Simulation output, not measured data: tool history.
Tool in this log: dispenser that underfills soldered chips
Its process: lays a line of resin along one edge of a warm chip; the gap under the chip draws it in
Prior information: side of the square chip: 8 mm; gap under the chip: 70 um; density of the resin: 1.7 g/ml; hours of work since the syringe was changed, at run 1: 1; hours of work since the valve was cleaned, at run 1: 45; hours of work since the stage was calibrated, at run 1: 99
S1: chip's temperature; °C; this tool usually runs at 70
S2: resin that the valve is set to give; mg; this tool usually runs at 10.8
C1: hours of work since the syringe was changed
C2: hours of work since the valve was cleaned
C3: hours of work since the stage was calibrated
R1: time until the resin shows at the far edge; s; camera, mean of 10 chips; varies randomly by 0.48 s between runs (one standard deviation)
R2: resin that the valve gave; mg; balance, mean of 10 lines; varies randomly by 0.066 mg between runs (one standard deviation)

run   hour  S1    S2  C1   C2   C3     R1     R2
  1    0.0  70  10.8   1   45   99   40.6  10.34
  2    4.7  69  10.8   4   48  102   54.8  10.55
  3   10.8  69  10.8   7   52  106   78.0  10.41
      12.3  -- new syringe of resin
  4   14.3  70  12.4   1   54  108   42.8  11.83
  5   20.1  70  12.4   5   57  111   57.9  11.99
      25.6  -- new syringe of resin
  6   26.7  70  12.4   1   61  115   41.0  11.84
  7   32.8  75  12.4   4   65  119   45.1  11.86
  8   35.6  70  10.6   6   67  121   68.9  10.12
      38.9  -- new syringe of resin
  9   39.0  70  10.6   0   69  123   39.3  10.03
 10   43.5  76  10.8   3   71  125   39.0  10.28
 11   46.8  70  10.8   5   73  127   59.1  10.35
 12   50.6  70  10.8   7   76  130   71.5  10.32
      51.8  -- new syringe of resin
 13   55.7  70  10.8   2   79  133   48.8  10.28
 14   61.4  70  10.8   6   82  136   64.9  10.19
      65.1  -- new syringe of resin
 15   66.3  56  10.8   1   85  139   81.3  10.29
 16   71.8  56  10.5   4   88  143  109.4   9.91
 17   75.2  56  10.5   6   90  145  130.8  10.00
      78.4  -- new syringe of resin
 18   81.0  56  10.5   2   94  148   89.6   9.86
 19   84.3  70  11.1   4   96  150   54.6  10.36
 20   90.2  70  11.1   7  100  154   73.0  10.41
      91.4  -- new syringe of resin
 21   95.9  83  12.7   3  103  157   27.1  11.86
 22  100.1  84  13.8   5  106  160   32.5  12.84
     104.4  -- new syringe of resin
 23  106.6  62  10.0   1  109  163   67.4   9.30
 24  112.9  62  10.7   5  113  167   90.4   9.98
     117.4  -- new syringe of resin
 25  118.7  62  10.7   1  117  171   63.8   9.90
 26  122.2  82  11.2   3  119  173   31.1  10.50
 27  125.4  73  10.8   5  121  175   53.8   9.91
 28  128.9  73  10.8   7  123  177   63.9   9.93
     130.7  -- new syringe of resin
 29  134.7  75  11.0   2  126  180   40.4  10.08
 30  139.0  61  11.3   5  129  183   95.5  10.41
 31  141.6  61  10.4   7  131  185  109.1   9.53
     143.6  -- new syringe of resin
 32  146.2  77  10.7   2  133  187   34.2   9.84
 33  151.2  77  10.7   5  136  190   44.2   9.82
     156.5  -- new syringe of resin
 34  157.3  70  13.7   0  140  194   40.4  12.56
 35  161.6  68  10.0   3  142  197   58.3   9.09

Each run again, without the hidden state but with its own random variation kept:
The hidden state here: resin's viscosity, % of fresh resin's; dose that the valve gives, % of what is set; true chip temperature over the reading, C; drift of the gauge itself on fill_s, %; drift of the gauge itself on given_mg, %.
run    R1     R2
  1  37.0  10.65
  2  39.2  10.88
  3  41.1  10.77
  4  37.3  12.25
  5  37.5  12.44
  6  36.9  12.33
  7  29.6  12.37
  8  39.0  10.57
  9  37.7  10.50
 10  29.6  10.78
 11  37.9  10.87
 12  37.4  10.85
 13  38.7  10.83
 14  38.1  10.77
 15  73.7  10.88
 16  74.3  10.51
 17  74.7  10.61
 18  74.4  10.50
 19  38.6  11.05
 20  37.8  11.13
 21  20.5  12.70
 22  19.8  13.78
 23  56.4  10.00
 24  54.9  10.77
 25  56.2  10.70
 26  23.2  11.37
 27  33.5  10.75
 28  33.3  10.79
 29  30.9  10.98
 30  58.5  11.36
 31  57.6  10.41
 32  28.3  10.76
 33  28.2  10.77
 34  37.0  13.82
 35  41.5  10.01

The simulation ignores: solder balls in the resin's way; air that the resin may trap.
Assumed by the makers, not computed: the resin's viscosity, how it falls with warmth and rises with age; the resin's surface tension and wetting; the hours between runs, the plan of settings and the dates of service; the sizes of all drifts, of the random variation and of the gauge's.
